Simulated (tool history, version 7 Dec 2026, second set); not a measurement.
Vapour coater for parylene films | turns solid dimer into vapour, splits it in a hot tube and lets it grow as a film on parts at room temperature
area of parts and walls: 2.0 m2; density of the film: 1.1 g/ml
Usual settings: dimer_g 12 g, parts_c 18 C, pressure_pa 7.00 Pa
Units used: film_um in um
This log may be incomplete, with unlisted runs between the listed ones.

run,hour,dimer_g,parts_c,pressure_pa,film_um
1,0.0,12,18,7.00,3.44
2,44.7,12,18,7.00,3.42
# hour 73.4: trap's valve overhauled
3,90.0,12,18,6.87,3.67
4,120.8,12,18,6.87,3.61
5,151.1,12,18,6.87,3.62
6,219.3,12,18,6.87,3.57
7,282.6,12,18,6.87,3.57
8,310.5,12,18,7.00,3.48
9,352.8,12,18,7.00,3.51
10,384.1,12,18,7.00,3.51
11,436.0,12,12,7.00,4.58
12,488.7,12,12,7.00,4.59
13,522.6,12,12,7.00,4.48
14,590.3,12,12,7.00,4.49
15,627.2,12,12,7.00,4.45
16,675.3,12,18,5.75,3.52
17,717.5,12,23,5.75,2.81
18,755.2,12,15,7.00,3.88
19,810.9,12,15,7.00,3.87
20,874.5,12,24,7.00,2.54
21,919.5,12,24,7.00,2.57
# hour 942.3: trap's valve overhauled
22,975.9,12,24,7.00,2.74
23,1038.3,12,24,7.00,2.72
24,1077.6,12,24,7.00,2.66
25,1144.4,12,24,7.00,2.65
26,1195.4,18,24,10.07,3.83
27,1231.2,18,24,10.07,3.83
28,1258.9,18,24,10.07,3.84
# hour 1263.5: table's thermometer calibrated
29,1325.4,15,18,5.42,4.61
30,1360.4,12,18,5.03,3.63
31,1403.8,12,18,5.03,3.69
32,1451.8,7,25,3.26,1.58
33,1518.4,7,25,3.26,1.58
34,1575.4,9,18,3.54,2.79
35,1617.7,12,13,7.77,4.19
36,1646.9,20,18,2.17,6.41
37,1708.0,11,18,2.17,3.51
38,1762.8,11,18,2.17,3.50
# hour 1813.8: trap's valve overhauled
39,1831.5,5,18,7.00,1.52
40,1885.9,5,18,7.00,1.49
41,1948.2,21,28,7.20,3.96
42,1980.5,21,28,7.20,3.97
43,2008.9,12,10,7.20,5.11
44,2071.6,15,18,3.27,4.74
45,2101.8,10,18,2.25,3.29
46,2155.7,10,18,2.25,3.31
47,2204.6,16,18,2.95,5.05

A few steps of film_um between consecutive runs. Split each: what settings, incoming material and random variation would produce without the hidden state, and what is left over for the hidden state, along with gauge scatter present in only one of the two compared results (measured, and without hidden state):
The tool's hidden condition here consists of: vapour lost through the trap's worn valve, %; true temperature of the parts over the reading, C; drift of the gauge itself on film_um, %.
Run 2 -> 3: pressure_pa 7.00 -> 6.87, trap's valve overhauled. film_um +0.25 um: hidden state +0.20, all else +0.05.
Run 21 -> 22: trap's valve overhauled. film_um +0.17 um: hidden state +0.15, all else +0.02.
Run 35 -> 36: dimer_g 12 -> 20, parts_c 13 -> 18, pressure_pa 7.77 -> 2.17. film_um +2.22 um: hidden state -0.14, all else +2.36.
Run 36 -> 37: dimer_g 20 -> 11. film_um -2.90 um: hidden state +0.14, all else -3.04.
Run 38 -> 39: dimer_g 11 -> 5, pressure_pa 2.17 -> 7.00, trap's valve overhauled. film_um -1.98 um: hidden state +0.22, all else -2.20.
Run 40 -> 41: dimer_g 5 -> 21, parts_c 18 -> 28, pressure_pa 7.00 -> 7.20. film_um +2.47 um: hidden state -0.06, all else +2.53.
